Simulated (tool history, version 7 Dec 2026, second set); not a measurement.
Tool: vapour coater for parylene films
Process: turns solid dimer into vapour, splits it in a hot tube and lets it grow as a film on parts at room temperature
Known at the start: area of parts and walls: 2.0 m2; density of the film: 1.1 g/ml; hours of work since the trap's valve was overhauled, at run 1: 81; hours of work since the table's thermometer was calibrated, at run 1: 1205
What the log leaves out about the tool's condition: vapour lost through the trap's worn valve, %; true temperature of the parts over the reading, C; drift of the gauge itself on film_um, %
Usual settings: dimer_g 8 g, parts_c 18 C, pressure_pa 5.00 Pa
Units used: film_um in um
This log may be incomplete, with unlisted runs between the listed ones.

run,day,dimer_g,parts_c,pressure_pa,hours of work since the trap's valve was overhauled,hours of work since the table's thermometer was calibrated,film_um
1,0.000,8,18,5.00,81,1205,2.19
2,0.762,8,18,5.00,97,1221,2.19
3,2.154,8,10,5.00,126,1250,2.97
4,3.383,8,10,5.00,151,1275,2.99
5,3.979,8,18,5.00,164,1288,2.13
6,5.329,8,18,5.00,191,1316,2.12
7,6.579,8,18,5.00,217,1342,2.09
8,7.571,10,18,5.00,238,1362,2.56
9,8.558,10,18,5.00,259,1383,2.57
10,9.667,10,18,5.00,282,1406,2.58
11,10.721,8,18,5.00,303,1428,2.04
# day 11.312: trap's valve overhauled
12,12.300,8,18,5.00,21,1457,2.24
13,13.133,8,10,5.00,38,1474,3.04
14,14.333,5,18,5.00,63,1499,1.36
15,15.738,8,18,5.00,92,1528,2.17
16,16.833,8,18,5.00,115,1551,2.19
# day 16.996: table's thermometer calibrated
17,17.771,8,18,5.81,133,16,2.05
18,19.246,8,18,3.25,164,47,2.30
19,20.567,8,18,3.25,191,74,2.27
20,21.562,8,18,3.25,212,95,2.23
21,22.650,8,18,3.25,234,117,2.24
22,23.983,8,18,3.25,262,145,2.23
23,25.404,4,18,3.25,292,175,1.07
# day 25.729: table's thermometer calibrated, once more
# day 26.600: trap's valve overhauled
24,26.621,4,18,3.25,0,15,1.32
25,27.938,4,18,3.25,28,42,1.23
26,28.667,8,18,3.80,43,57,2.40
27,30.092,8,18,3.80,72,87,2.38
28,30.812,8,18,3.80,87,102,2.40
29,31.733,8,18,3.80,107,121,2.36
30,33.017,8,13,5.07,133,148,2.70
31,34.288,4,13,11.71,160,174,1.09
32,35.017,4,11,6.45,175,189,1.36
33,36.267,13,11,2.71,201,215,5.22
34,37.275,3,26,4.96,222,236,0.59
35,38.533,3,26,4.96,248,262,0.57
36,39.688,9,26,4.96,272,286,1.72
37,40.617,4,23,4.96,291,306,0.85
# day 41.854: trap's valve overhauled
38,42.088,10,18,5.74,5,333,2.74
39,43.542,13,24,2.35,35,363,3.42
40,44.379,13,24,2.35,52,380,3.36
41,45.783,7,18,7.27,82,409,1.82
42,46.492,14,25,10.09,96,424,2.48
43,47.862,14,25,10.09,125,452,2.48
44,49.112,3,18,8.01,151,478,0.71
45,50.462,3,18,5.62,179,506,0.80
46,51.908,3,18,5.62,209,536,0.77

How the hidden state differs across the entries between the runs, from the last listed run before each to the first after it:
Between runs 11 and 12: trap's valve overhauled (day 11.312)
  vapour lost through the trap's worn valve, %: 10.3 -> 0.9; true temperature of the parts over the reading, C: 0.68 -> 0.69
  measured less the result without the state, film_um: -0.30 -> -0.08 um
Between runs 16 and 17: table's thermometer calibrated (day 16.996)
  vapour lost through the trap's worn valve, %: 4 -> 4.5; true temperature of the parts over the reading, C: 0.74 -> 0.86
  measured less the result without the state, film_um: -0.17 -> -0.18 um
Between runs 23 and 24: table's thermometer calibrated, once more (day 25.729); trap's valve overhauled (day 26.600)
  vapour lost through the trap's worn valve, %: 9.7 -> 0.4; true temperature of the parts over the reading, C: 0.94 -> 0.11
  measured less the result without the state, film_um: -0.16 -> -0.01 um
Between runs 37 and 38: trap's valve overhauled (day 41.854)
  vapour lost through the trap's worn valve, %: 9.5 -> 0.3; true temperature of the parts over the reading, C: 0.26 -> 0.28
  measured less the result without the state, film_um: -0.10 -> -0.04 um

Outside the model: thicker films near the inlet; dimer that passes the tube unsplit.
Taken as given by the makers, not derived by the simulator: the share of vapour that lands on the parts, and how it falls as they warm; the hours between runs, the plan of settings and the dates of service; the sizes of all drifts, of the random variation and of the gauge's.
